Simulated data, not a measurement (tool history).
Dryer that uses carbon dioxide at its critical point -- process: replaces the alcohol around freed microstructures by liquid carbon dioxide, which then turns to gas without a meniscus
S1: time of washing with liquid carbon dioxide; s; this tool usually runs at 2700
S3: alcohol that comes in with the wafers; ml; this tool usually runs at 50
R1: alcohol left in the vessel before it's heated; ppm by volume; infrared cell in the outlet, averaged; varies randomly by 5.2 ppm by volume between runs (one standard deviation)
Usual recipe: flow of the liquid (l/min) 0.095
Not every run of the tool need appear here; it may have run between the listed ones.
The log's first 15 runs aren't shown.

{"run": 16, "day": 12.138, "S1": 2700, "flow of the liquid (l/min)": 0.0674, "S3": 50, "R1": 743}
{"run": 17, "day": 13.088, "S1": 2520, "flow of the liquid (l/min)": 0.059, "S3": 50, "R1": 1818}
{"run": 18, "day": 13.762, "S1": 2640, "flow of the liquid (l/min)": 0.0876, "S3": 96, "R1": 437}
{"run": 19, "day": 14.304, "S1": 2340, "flow of the liquid (l/min)": 0.095, "S3": 38, "R1": 245}
{"run": 20, "day": 14.838, "S1": 2340, "flow of the liquid (l/min)": 0.095, "S3": 38, "R1": 241}
{"run": 21, "day": 15.758, "S1": 4020, "flow of the liquid (l/min)": 0.095, "S3": 84, "R1": 39}
{"run": 22, "day": 16.696, "S1": 4080, "flow of the liquid (l/min)": 0.132, "S3": 49, "R1": 36}
{"run": 23, "day": 17.662, "S1": 4080, "flow of the liquid (l/min)": 0.1053, "S3": 49, "R1": 32}
{"run": 24, "day": 18.333, "S1": 2520, "flow of the liquid (l/min)": 0.095, "S3": 50, "R1": 266}
{"run": 25, "day": 19.075, "S1": 2520, "flow of the liquid (l/min)": 0.095, "S3": 50, "R1": 290}
{"run": 26, "day": 20.1, "S1": 2520, "flow of the liquid (l/min)": 0.095, "S3": 50, "R1": 292}
{"run": 27, "day": 20.808, "S1": 4260, "flow of the liquid (l/min)": 0.1618, "S3": 53, "R1": 55}
{"run": 28, "day": 21.546, "S1": 3660, "flow of the liquid (l/min)": 0.114, "S3": 54, "R1": 47}
{"run": 29, "day": 22.083, "S1": 1980, "flow of the liquid (l/min)": 0.1056, "S3": 50, "R1": 670}
{"day": 23.0, "done": "inlet filter changed"}
{"run": 30, "day": 23.138, "S1": 1980, "flow of the liquid (l/min)": 0.1056, "S3": 50, "R1": 378}
{"run": 31, "day": 23.754, "S1": 1980, "flow of the liquid (l/min)": 0.1056, "S3": 50, "R1": 400}

Here are 4 independent what-if runs from the current tool condition. What would each one return?
{"run": "A", "day": 24.429, "S1": 1800, "flow of the liquid (l/min)": 0.0896, "S3": 50, "R1": "?"}
{"run": "B", "day": 24.429, "S1": 3660, "flow of the liquid (l/min)": 0.1043, "S3": 38, "R1": "?"}
{"run": "C", "day": 24.429, "S1": 1980, "flow of the liquid (l/min)": 0.1528, "S3": 65, "R1": "?"}
{"run": "D", "day": 24.429, "S1": 2460, "flow of the liquid (l/min)": 0.1024, "S3": 39, "R1": "?"}

run=A R1=1344
run=B R1=69
run=C R1=104
run=D R1=147
Take away the tool's hidden state, keep each run's random variation, and the runs would have read:
run=A R1=1190
run=B R1=13
run=C R1=42
run=D R1=81
